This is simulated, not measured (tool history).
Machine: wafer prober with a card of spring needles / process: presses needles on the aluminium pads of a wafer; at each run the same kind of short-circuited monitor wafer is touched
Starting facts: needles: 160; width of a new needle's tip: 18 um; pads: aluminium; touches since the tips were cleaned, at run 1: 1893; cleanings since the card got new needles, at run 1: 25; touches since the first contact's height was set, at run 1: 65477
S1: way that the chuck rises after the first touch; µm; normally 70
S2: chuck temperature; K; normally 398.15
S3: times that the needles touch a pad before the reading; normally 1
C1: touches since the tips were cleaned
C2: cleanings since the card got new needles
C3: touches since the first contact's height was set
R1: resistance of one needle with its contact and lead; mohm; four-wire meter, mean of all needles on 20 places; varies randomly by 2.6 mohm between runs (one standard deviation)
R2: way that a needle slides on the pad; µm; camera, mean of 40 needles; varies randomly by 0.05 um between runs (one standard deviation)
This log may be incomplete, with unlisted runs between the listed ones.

{"run": 1, "hour": 0.0, "S1": 70, "S2": 398.15, "S3": 1, "C1": 1893, "C2": 25, "C3": 65477, "R1": 354, "R2": 12.68}
{"hour": 0.9, "done": "tips cleaned on abrasive film"}
{"hour": 5.6, "done": "tips cleaned on abrasive film"}
{"hour": 10.4, "done": "tips cleaned on abrasive film"}
{"hour": 15.7, "done": "tips cleaned on abrasive film"}
{"run": 2, "hour": 16.0, "S1": 70, "S2": 398.15, "S3": 2, "C1": 114, "C2": 29, "C3": 72649, "R1": 303, "R2": 12.58}
{"hour": 21.2, "done": "tips cleaned on abrasive film"}
{"hour": 26.3, "done": "tips cleaned on abrasive film"}
{"run": 3, "hour": 29.6, "S1": 70, "S2": 398.15, "S3": 1, "C1": 1547, "C2": 31, "C3": 78852, "R1": 345, "R2": 12.62}
{"hour": 31.4, "done": "tips cleaned on abrasive film"}
{"hour": 36.3, "done": "tips cleaned on abrasive film"}
{"hour": 42.0, "done": "tips cleaned on abrasive film"}
{"run": 4, "hour": 46.2, "S1": 70, "S2": 398.15, "S3": 1, "C1": 1935, "C2": 34, "C3": 86355, "R1": 358, "R2": 12.56}
{"hour": 47.2, "done": "tips cleaned on abrasive film"}
{"hour": 52.5, "done": "tips cleaned on abrasive film"}
{"run": 5, "hour": 56.9, "S1": 70, "S2": 398.15, "S3": 1, "C1": 2053, "C2": 36, "C3": 91217, "R1": 354, "R2": 12.46}
{"hour": 58.2, "done": "tips cleaned on abrasive film"}
{"hour": 62.9, "done": "tips cleaned on abrasive film"}
{"hour": 68.4, "done": "tips cleaned on abrasive film"}
{"run": 6, "hour": 69.6, "S1": 70, "S2": 398.15, "S3": 1, "C1": 546, "C2": 39, "C3": 96892, "R1": 316, "R2": 12.45}
{"hour": 73.3, "done": "tips cleaned on abrasive film"}
{"hour": 78.6, "done": "tips cleaned on abrasive film"}
{"run": 7, "hour": 80.1, "S1": 70, "S2": 398.15, "S3": 1, "C1": 690, "C2": 41, "C3": 101673, "R1": 326, "R2": 12.49}
{"hour": 83.3, "done": "tips cleaned on abrasive film"}
{"hour": 88.7, "done": "tips cleaned on abrasive film"}
{"run": 8, "hour": 91.9, "S1": 70, "S2": 398.15, "S3": 1, "C1": 1470, "C2": 43, "C3": 106996, "R1": 351, "R2": 12.44}
{"hour": 94.2, "done": "tips cleaned on abrasive film"}
{"hour": 99.4, "done": "tips cleaned on abrasive film"}
{"hour": 104.8, "done": "tips cleaned on abrasive film"}
{"run": 9, "hour": 108.3, "S1": 70, "S2": 398.15, "S3": 2, "C1": 1583, "C2": 46, "C3": 114414, "R1": 326, "R2": 12.35}
{"hour": 109.5, "done": "tips cleaned on abrasive film"}
{"hour": 115.2, "done": "tips cleaned on abrasive film"}
{"hour": 120.3, "done": "tips cleaned on abrasive film"}
{"run": 10, "hour": 123.0, "S1": 70, "S2": 398.15, "S3": 2, "C1": 1239, "C2": 49, "C3": 121073, "R1": 321, "R2": 12.27}
{"hour": 125.3, "done": "tips cleaned on abrasive film"}
{"hour": 130.6, "done": "tips cleaned on abrasive film"}
{"run": 11, "hour": 133.5, "S1": 51, "S2": 398.15, "S3": 1, "C1": 1328, "C2": 51, "C3": 125811, "R1": 395, "R2": 8.7}
{"hour": 136.2, "done": "tips cleaned on abrasive film"}
{"hour": 141.8, "done": "tips cleaned on abrasive film"}
{"run": 12, "hour": 143.0, "S1": 50, "S2": 398.15, "S3": 2, "C1": 538, "C2": 53, "C3": 130102, "R1": 328, "R2": 8.51}
{"hour": 146.5, "done": "tips cleaned on abrasive film"}
{"hour": 152.0, "done": "tips cleaned on abrasive film"}
{"hour": 156.7, "done": "tips cleaned on abrasive film"}
{"run": 13, "hour": 156.7, "S1": 50, "S2": 398.15, "S3": 2, "C1": 0, "C2": 56, "C3": 136250, "R1": 312, "R2": 8.46}
{"hour": 161.8, "done": "tips cleaned on abrasive film"}
{"run": 14, "hour": 166.1, "S1": 62, "S2": 398.15, "S3": 2, "C1": 1978, "C2": 57, "C3": 140543, "R1": 348, "R2": 10.61}
{"hour": 167.0, "done": "tips cleaned on abrasive film"}
{"hour": 167.3, "done": "height of the first contact set anew"}
{"hour": 172.5, "done": "tips cleaned on abrasive film"}
{"hour": 177.5, "done": "tips cleaned on abrasive film"}
{"run": 15, "hour": 179.9, "S1": 70, "S2": 355.15, "S3": 1, "C1": 1075, "C2": 60, "C3": 5709, "R1": 322, "R2": 13.08}
{"hour": 182.2, "done": "tips cleaned on abrasive film"}
{"hour": 187.6, "done": "tips cleaned on abrasive film"}
{"hour": 193.0, "done": "tips cleaned on abrasive film"}
{"run": 16, "hour": 193.0, "S1": 70, "S2": 351.15, "S3": 1, "C1": 32, "C2": 63, "C3": 11633, "R1": 290, "R2": 13.03}

Forecast each of these 3 alternatives for the next run:
{"hour": 197.7, "done": "tips cleaned on abrasive film"}
{"run": "A", "hour": 200.3, "S1": 84, "S2": 358.15, "S3": 1, "C1": 1188, "C2": 64, "C3": 14936, "R1": "?", "R2": "?"}
{"hour": 197.7, "done": "tips cleaned on abrasive film"}
{"run": "B", "hour": 200.3, "S1": 75, "S2": 348.15, "S3": 1, "C1": 1188, "C2": 64, "C3": 14936, "R1": "?", "R2": "?"}
{"hour": 197.7, "done": "tips cleaned on abrasive film"}
{"run": "C", "hour": 200.3, "S1": 80, "S2": 298.15, "S3": 2, "C1": 1188, "C2": 64, "C3": 14936, "R1": "?", "R2": "?"}

run=A R1=320 R2=15.63
run=B R1=317 R2=13.97
run=C R1=290 R2=14.86
With the hidden condition removed and each run's random variation left untouched, the same runs would have given:
run=A R1=283 R2=15.72
run=B R1=273 R2=14.07
run=C R1=264 R2=14.95

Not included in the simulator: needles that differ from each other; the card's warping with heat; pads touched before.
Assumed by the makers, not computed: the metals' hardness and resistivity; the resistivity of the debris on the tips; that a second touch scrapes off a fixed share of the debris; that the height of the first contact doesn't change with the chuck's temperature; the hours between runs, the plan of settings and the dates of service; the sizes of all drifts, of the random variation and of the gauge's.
